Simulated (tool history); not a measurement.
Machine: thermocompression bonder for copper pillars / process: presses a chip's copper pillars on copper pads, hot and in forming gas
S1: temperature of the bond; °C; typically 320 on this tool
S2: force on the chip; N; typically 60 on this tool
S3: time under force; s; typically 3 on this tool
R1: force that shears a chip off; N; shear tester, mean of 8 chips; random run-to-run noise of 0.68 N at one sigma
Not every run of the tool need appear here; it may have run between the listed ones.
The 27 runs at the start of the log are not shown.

run	hour	S1	S2	S3	R1
28	1073.4	322	60	3	46.0
29	1113.8	322	60	3	45.9
30	1143.9	322	60	3	43.9
31	1183.2	320	79	3	48.2
32	1235.3	320	79	3	47.6
# hour 1244.1: forming gas filter changed
33	1279.6	320	79	3	50.3
34	1309.4	332	60	4	55.2
35	1340.0	332	60	4	54.7
36	1387.0	311	86	7	57.4
37	1440.2	298	40	7	36.1
38	1472.5	320	77	4	50.2
39	1509.1	296	79	8	47.9
40	1549.6	296	51	8	39.8

Branching from run 40: 3 alternative next runs. What would each branch give?
# hour 1560.6: forming gas filter changed
A	1579.2	320	74	3	?
# hour 1560.6: forming gas filter changed
B	1579.2	313	85	3	?
# hour 1560.6: forming gas filter changed
C	1579.2	300	53	2	?

run	R1
A	49.6
B	48.1
C	28.8
With the hidden condition removed and each run's random variation left untouched, the same runs would have given:
run	R1
A	50.7
B	49.3
C	29.7
